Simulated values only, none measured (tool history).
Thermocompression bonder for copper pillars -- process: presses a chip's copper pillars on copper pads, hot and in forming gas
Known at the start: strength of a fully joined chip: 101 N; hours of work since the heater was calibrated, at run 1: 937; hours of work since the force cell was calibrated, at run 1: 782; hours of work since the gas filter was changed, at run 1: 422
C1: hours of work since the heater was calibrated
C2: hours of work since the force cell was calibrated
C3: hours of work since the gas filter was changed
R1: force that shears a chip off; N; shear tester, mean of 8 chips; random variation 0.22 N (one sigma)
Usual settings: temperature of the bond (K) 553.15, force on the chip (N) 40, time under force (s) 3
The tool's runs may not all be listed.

{"run": 1, "hour": 0.0, "temperature of the bond (K)": 553.15, "force on the chip (N)": 40, "time under force (s)": 3, "C1": 937, "C2": 782, "C3": 422, "R1": 58.8}
{"hour": 11.1, "done": "forming gas filter changed"}
{"run": 2, "hour": 27.4, "temperature of the bond (K)": 553.15, "force on the chip (N)": 40, "time under force (s)": 5, "C1": 957, "C2": 802, "C3": 12, "R1": 70.9}
{"run": 3, "hour": 79.0, "temperature of the bond (K)": 553.15, "force on the chip (N)": 40, "time under force (s)": 3, "C1": 994, "C2": 840, "C3": 50, "R1": 61.2}
{"run": 4, "hour": 106.7, "temperature of the bond (K)": 553.15, "force on the chip (N)": 40, "time under force (s)": 3, "C1": 1015, "C2": 860, "C3": 70, "R1": 60.6}
{"run": 5, "hour": 143.8, "temperature of the bond (K)": 553.15, "force on the chip (N)": 40, "time under force (s)": 3, "C1": 1042, "C2": 887, "C3": 97, "R1": 60.7}
{"run": 6, "hour": 185.6, "temperature of the bond (K)": 553.15, "force on the chip (N)": 40, "time under force (s)": 3, "C1": 1073, "C2": 918, "C3": 128, "R1": 60.6}
{"run": 7, "hour": 215.9, "temperature of the bond (K)": 553.15, "force on the chip (N)": 40, "time under force (s)": 3, "C1": 1095, "C2": 940, "C3": 150, "R1": 60.3}
{"run": 8, "hour": 247.2, "temperature of the bond (K)": 553.15, "force on the chip (N)": 27, "time under force (s)": 3, "C1": 1118, "C2": 963, "C3": 173, "R1": 45.8}
{"run": 9, "hour": 268.5, "temperature of the bond (K)": 553.15, "force on the chip (N)": 40, "time under force (s)": 3, "C1": 1133, "C2": 979, "C3": 189, "R1": 60.7}
{"run": 10, "hour": 299.1, "temperature of the bond (K)": 553.15, "force on the chip (N)": 40, "time under force (s)": 3, "C1": 1156, "C2": 1001, "C3": 211, "R1": 60.1}
{"run": 11, "hour": 341.1, "temperature of the bond (K)": 553.15, "force on the chip (N)": 55, "time under force (s)": 3, "C1": 1187, "C2": 1032, "C3": 242, "R1": 72.1}
{"run": 12, "hour": 378.5, "temperature of the bond (K)": 538.15, "force on the chip (N)": 40, "time under force (s)": 3, "C1": 1214, "C2": 1060, "C3": 270, "R1": 51}
{"run": 13, "hour": 412.7, "temperature of the bond (K)": 538.15, "force on the chip (N)": 40, "time under force (s)": 3, "C1": 1239, "C2": 1085, "C3": 295, "R1": 50.9}
{"run": 14, "hour": 459.8, "temperature of the bond (K)": 562.15, "force on the chip (N)": 40, "time under force (s)": 3, "C1": 1274, "C2": 1119, "C3": 329, "R1": 64.8}
{"hour": 468.9, "done": "heater calibrated with a thermocouple chip"}
{"run": 15, "hour": 482.7, "temperature of the bond (K)": 553.15, "force on the chip (N)": 28, "time under force (s)": 3, "C1": 10, "C2": 1135, "C3": 345, "R1": 42.1}
{"run": 16, "hour": 533.8, "temperature of the bond (K)": 553.15, "force on the chip (N)": 28, "time under force (s)": 3, "C1": 48, "C2": 1172, "C3": 382, "R1": 42.3}
{"run": 17, "hour": 555.0, "temperature of the bond (K)": 553.15, "force on the chip (N)": 28, "time under force (s)": 3, "C1": 63, "C2": 1188, "C3": 398, "R1": 42}
{"run": 18, "hour": 579.0, "temperature of the bond (K)": 571.15, "force on the chip (N)": 40, "time under force (s)": 3, "C1": 81, "C2": 1205, "C3": 415, "R1": 65.3}
{"hour": 597.4, "done": "forming gas filter changed"}
{"run": 19, "hour": 614.1, "temperature of the bond (K)": 553.15, "force on the chip (N)": 40, "time under force (s)": 3, "C1": 106, "C2": 1231, "C3": 12, "R1": 57.1}
{"run": 20, "hour": 657.2, "temperature of the bond (K)": 553.15, "force on the chip (N)": 40, "time under force (s)": 3, "C1": 138, "C2": 1262, "C3": 44, "R1": 56.9}
{"run": 21, "hour": 696.0, "temperature of the bond (K)": 553.15, "force on the chip (N)": 33, "time under force (s)": 3, "C1": 166, "C2": 1291, "C3": 72, "R1": 49.8}
{"run": 22, "hour": 721.8, "temperature of the bond (K)": 553.15, "force on the chip (N)": 33, "time under force (s)": 3, "C1": 185, "C2": 1310, "C3": 91, "R1": 49.5}
{"run": 23, "hour": 764.3, "temperature of the bond (K)": 542.15, "force on the chip (N)": 37, "time under force (s)": 9, "C1": 216, "C2": 1341, "C3": 122, "R1": 66.1}
{"run": 24, "hour": 799.6, "temperature of the bond (K)": 535.15, "force on the chip (N)": 34, "time under force (s)": 3, "C1": 242, "C2": 1367, "C3": 148, "R1": 40.1}
{"run": 25, "hour": 825.7, "temperature of the bond (K)": 535.15, "force on the chip (N)": 34, "time under force (s)": 3, "C1": 261, "C2": 1386, "C3": 167, "R1": 40.2}
{"run": 26, "hour": 869.7, "temperature of the bond (K)": 561.15, "force on the chip (N)": 40, "time under force (s)": 3, "C1": 294, "C2": 1418, "C3": 200, "R1": 61.1}
{"run": 27, "hour": 891.4, "temperature of the bond (K)": 561.15, "force on the chip (N)": 40, "time under force (s)": 3, "C1": 310, "C2": 1434, "C3": 216, "R1": 61}
{"hour": 896.5, "done": "force cell calibrated"}
{"run": 28, "hour": 935.8, "temperature of the bond (K)": 561.15, "force on the chip (N)": 40, "time under force (s)": 3, "C1": 341, "C2": 29, "C3": 247, "R1": 63.5}
{"run": 29, "hour": 975.5, "temperature of the bond (K)": 553.15, "force on the chip (N)": 37, "time under force (s)": 3, "C1": 370, "C2": 58, "C3": 276, "R1": 55.6}
{"run": 30, "hour": 996.6, "temperature of the bond (K)": 557.15, "force on the chip (N)": 55, "time under force (s)": 3, "C1": 386, "C2": 73, "C3": 292, "R1": 73}
{"run": 31, "hour": 1047.9, "temperature of the bond (K)": 528.15, "force on the chip (N)": 29, "time under force (s)": 3, "C1": 423, "C2": 111, "C3": 329, "R1": 33.2}
{"run": 32, "hour": 1084.5, "temperature of the bond (K)": 528.15, "force on the chip (N)": 29, "time under force (s)": 3, "C1": 450, "C2": 138, "C3": 356, "R1": 33.2}
{"run": 33, "hour": 1115.7, "temperature of the bond (K)": 551.15, "force on the chip (N)": 29, "time under force (s)": 6, "C1": 473, "C2": 161, "C3": 379, "R1": 57.2}
{"run": 34, "hour": 1152.2, "temperature of the bond (K)": 542.15, "force on the chip (N)": 34, "time under force (s)": 3, "C1": 500, "C2": 188, "C3": 406, "R1": 45.6}
{"hour": 1186.5, "done": "forming gas filter changed"}
{"run": 35, "hour": 1197.7, "temperature of the bond (K)": 564.15, "force on the chip (N)": 42, "time under force (s)": 6, "C1": 533, "C2": 221, "C3": 8, "R1": 81}
{"run": 36, "hour": 1232.2, "temperature of the bond (K)": 562.15, "force on the chip (N)": 25, "time under force (s)": 8, "C1": 558, "C2": 246, "C3": 34, "R1": 65.5}
{"run": 37, "hour": 1263.1, "temperature of the bond (K)": 567.15, "force on the chip (N)": 40, "time under force (s)": 5, "C1": 581, "C2": 269, "C3": 56, "R1": 77.6}
{"run": 38, "hour": 1300.1, "temperature of the bond (K)": 534.15, "force on the chip (N)": 40, "time under force (s)": 9, "C1": 608, "C2": 296, "C3": 83, "R1": 67.9}
{"run": 39, "hour": 1341.5, "temperature of the bond (K)": 535.15, "force on the chip (N)": 40, "time under force (s)": 9, "C1": 639, "C2": 326, "C3": 114, "R1": 68.3}
{"run": 40, "hour": 1368.1, "temperature of the bond (K)": 535.15, "force on the chip (N)": 44, "time under force (s)": 9, "C1": 658, "C2": 346, "C3": 133, "R1": 71.3}

Predict each of these 3 candidate next runs independently; none follows another, all start after run 40:
{"run": "A", "hour": 1401.3, "temperature of the bond (K)": 547.15, "force on the chip (N)": 44, "time under force (s)": 2, "C1": 682, "C2": 370, "C3": 158, "R1": "?"}
{"run": "B", "hour": 1401.3, "temperature of the bond (K)": 524.15, "force on the chip (N)": 47, "time under force (s)": 8, "C1": 682, "C2": 370, "C3": 158, "R1": "?"}
{"run": "C", "hour": 1401.3, "temperature of the bond (K)": 549.15, "force on the chip (N)": 44, "time under force (s)": 9, "C1": 682, "C2": 370, "C3": 158, "R1": "?"}

run=A R1=52.4
run=B R1=64.8
run=C R1=79.9
With no hidden state in the tool, these same runs would have given:
run=A R1=51.6
run=B R1=63.8
run=C R1=79.7
